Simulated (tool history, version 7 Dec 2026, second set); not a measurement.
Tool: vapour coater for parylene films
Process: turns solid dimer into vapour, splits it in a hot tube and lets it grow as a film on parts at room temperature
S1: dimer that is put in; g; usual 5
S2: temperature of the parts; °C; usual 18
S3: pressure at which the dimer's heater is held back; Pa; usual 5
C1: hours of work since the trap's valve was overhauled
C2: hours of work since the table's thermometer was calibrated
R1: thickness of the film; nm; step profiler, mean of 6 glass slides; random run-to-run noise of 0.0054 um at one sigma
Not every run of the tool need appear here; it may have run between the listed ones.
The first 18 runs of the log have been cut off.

| run | hour | S1 | S2 | S3 | C1 | C2 | R1 |
|---|---|---|---|---|---|---|---|
| 19 | 559.4 | 3 | 18 | 5 | 505 | 32 | 1166 |
| 20 | 577.4 | 3 | 18 | 5 | 515 | 43 | 1173 |
| 21 | 608.5 | 2 | 18 | 5.19 | 532 | 60 | 780 |
| 22 | 645.1 | 3 | 21 | 10.08 | 553 | 81 | 942 |
| 23 | 684.9 | 7 | 19 | 2.76 | 575 | 103 | 2764 |
| 24 | 720.5 | 4 | 18 | 6.17 | 595 | 123 | 1514 |
| 25 | 758.7 | 9 | 30 | 8.03 | 617 | 145 | 1913 |
| 26 | 789 | 3 | 18 | 2.92 | 634 | 162 | 1232 |
| 27 | 824.4 | 3 | 18 | 6.61 | 654 | 182 | 1134 |
| 28 | 855 | 3 | 29 | 8.35 | 671 | 199 | 670 |
| 29 | 878.9 | 3 | 29 | 8.35 | 685 | 212 | 667 |
|  | 899.1 | trap's valve overhauled |
| 30 | 914.4 | 3 | 14 | 8.35 | 9 | 230 | 1335 |
| 31 | 956.4 | 6 | 20 | 8.35 | 32 | 254 | 2027 |
| 32 | 997.5 | 5 | 18 | 5 | 55 | 277 | 1946 |
| 33 | 1039.3 | 3 | 16 | 5.08 | 79 | 300 | 1290 |
| 34 | 1081.4 | 4 | 16 | 7.62 | 103 | 324 | 1645 |
| 35 | 1111.3 | 3 | 16 | 4.08 | 120 | 341 | 1321 |
| 36 | 1142.1 | 7 | 29 | 2.19 | 137 | 358 | 1781 |
| 37 | 1179.5 | 7 | 29 | 2.19 | 158 | 379 | 1790 |
| 38 | 1204.1 | 6 | 29 | 5.42 | 172 | 393 | 1383 |
| 39 | 1247.8 | 5 | 18 | 8.38 | 196 | 418 | 1849 |

Forecast each of these 3 alternatives for the next run:
| A | 1269.1 | 2 | 21 | 4.33 | 208 | 430 | ? |
| B | 1269.1 | 8 | 18 | 8.38 | 208 | 430 | ? |
| C | 1269.1 | 5 | 28 | 5 | 208 | 430 | ? |

| run | R1 |
|---|---|
| A | 688 |
| B | 2952 |
| C | 1236 |
With the hidden condition removed and each run's random variation left untouched, the same runs would have given:
| run | R1 |
|---|---|
| A | 688 |
| B | 2952 |
| C | 1236 |
